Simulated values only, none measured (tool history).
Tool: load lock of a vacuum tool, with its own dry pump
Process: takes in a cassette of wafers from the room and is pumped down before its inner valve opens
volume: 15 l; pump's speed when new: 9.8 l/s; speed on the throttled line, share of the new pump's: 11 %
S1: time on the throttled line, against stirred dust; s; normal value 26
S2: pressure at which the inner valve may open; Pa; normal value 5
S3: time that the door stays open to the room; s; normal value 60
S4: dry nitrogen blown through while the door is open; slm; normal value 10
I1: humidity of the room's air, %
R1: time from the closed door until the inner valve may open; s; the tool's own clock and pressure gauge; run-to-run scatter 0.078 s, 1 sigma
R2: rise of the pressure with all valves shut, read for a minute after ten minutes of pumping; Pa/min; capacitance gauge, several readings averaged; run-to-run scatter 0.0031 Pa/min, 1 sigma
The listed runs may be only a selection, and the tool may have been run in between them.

run 1 hour=0 | S1=26 S2=5 S3=60 S4=10 | I1=45 | R1=39.96 R2=0.065
run 2 hour=363.8 | S1=26 S2=5 S3=60 S4=10 | I1=45.5 | R1=39.94 R2=0.072
run 3 hour=644.8 | S1=26 S2=5 S3=60 S4=10 | I1=45.3 | R1=39.91 R2=0.065
run 4 hour=819 | S1=26 S2=5 S3=60 S4=10 | I1=44.1 | R1=40.03 R2=0.072
run 5 hour=1031.5 | S1=26 S2=5 S3=60 S4=10 | I1=44.5 | R1=40.1 R2=0.077
run 6 hour=1200.1 | S1=26 S2=6 S3=60 S4=10 | I1=47 | R1=39.47 R2=0.082
run 7 hour=1353.3 | S1=26 S2=6 S3=60 S4=10 | I1=46.3 | R1=39.63 R2=0.081
run 8 hour=1558.7 | S1=26 S2=6 S3=60 S4=10 | I1=44.4 | R1=39.66 R2=0.081
run 9 hour=1911 | S1=26 S2=6 S3=60 S4=10 | I1=49.3 | R1=39.74 R2=0.091
run 10 hour=2269.3 | S1=26 S2=6 S3=60 S4=10 | I1=45.9 | R1=39.73 R2=0.087
run 11 hour=2458.8 | S1=26 S2=6 S3=60 S4=10 | I1=45.1 | R1=39.66 R2=0.086
run 12 hour=2811.2 | S1=24 S2=5 S3=60 S4=10 | I1=46.5 | R1=38.44 R2=0.092
run 13 hour=3181.5 | S1=26 S2=5 S3=60 S4=10 | I1=46.8 | R1=40.15 R2=0.096
run 14 hour=3479.9 | S1=26 S2=5 S3=60 S4=10 | I1=45.9 | R1=40.25 R2=0.101
run 15 hour=3835 | S1=26 S2=4 S3=60 S4=10 | I1=45.9 | R1=40.88 R2=0.104
run 16 hour=4142.8 | S1=26 S2=4 S3=60 S4=4 | I1=46 | R1=40.87 R2=0.121
run 17 hour=4345.8 | S1=22 S2=5 S3=60 S4=10 | I1=43.4 | R1=36.84 R2=0.109
run 18 hour=4704.9 | S1=26 S2=5 S3=60 S4=10 | I1=49.3 | R1=40.48 R2=0.123
run 19 hour=4936.7 | S1=26 S2=5 S3=60 S4=10 | I1=46.2 | R1=40.33 R2=0.116
run 20 hour=5169.9 | S1=23 S2=5 S3=126 S4=16 | I1=44.8 | R1=37.84 R2=0.122
run 21 hour=5380.1 | S1=20 S2=6 S3=89 S4=16 | I1=46.6 | R1=34.74 R2=0.122
run 22 hour=5656 | S1=20 S2=8 S3=27 S4=16 | I1=48.4 | R1=34.23 R2=0.119
run 23 hour=5931 | S1=20 S2=8 S3=27 S4=16 | I1=48 | R1=34.13 R2=0.111
run 24 hour=6137.5 | S1=26 S2=5 S3=122 S4=12 | I1=45.3 | R1=40.53 R2=0.144
run 25 hour=6472.3 | S1=48 S2=5 S3=122 S4=12 | I1=46.8 | R1=59.54 R2=0.157
run 26 hour=6835.2 | S1=40 S2=5 S3=60 S4=6 | I1=43.3 | R1=52.57 R2=0.159
run 27 hour=7192.7 | S1=40 S2=5 S3=60 S4=6 | I1=45 | R1=52.62 R2=0.169
-- hour=7412.2 dry pump taken out, an overhauled one fitted
run 28 hour=7448.1 | S1=21 S2=6 S3=60 S4=10 | I1=44.1 | R1=34.02 R2=0.164
run 29 hour=7611.9 | S1=21 S2=5 S3=177 S4=10 | I1=46.6 | R1=34.27 R2=0.193
run 30 hour=7782 | S1=28 S2=5 S3=36 S4=11 | I1=46.4 | R1=40.54 R2=0.154
run 31 hour=8106.3 | S1=14 S2=5 S3=36 S4=20 | I1=46 | R1=28.04 R2=0.16

Run 32 comes next. What will it give?
run 32 hour=8285.1 | S1=14 S2=9 S3=56 S4=20 | I1=46.2 | R1=? R2=?

{"run 32": {"R1": 27.08, "R2": 0.162}}
Were there no unlogged condition in the tool, this run, its random variation unchanged, would have produced R1 26.87 s, R2 0.043 Pa/min.
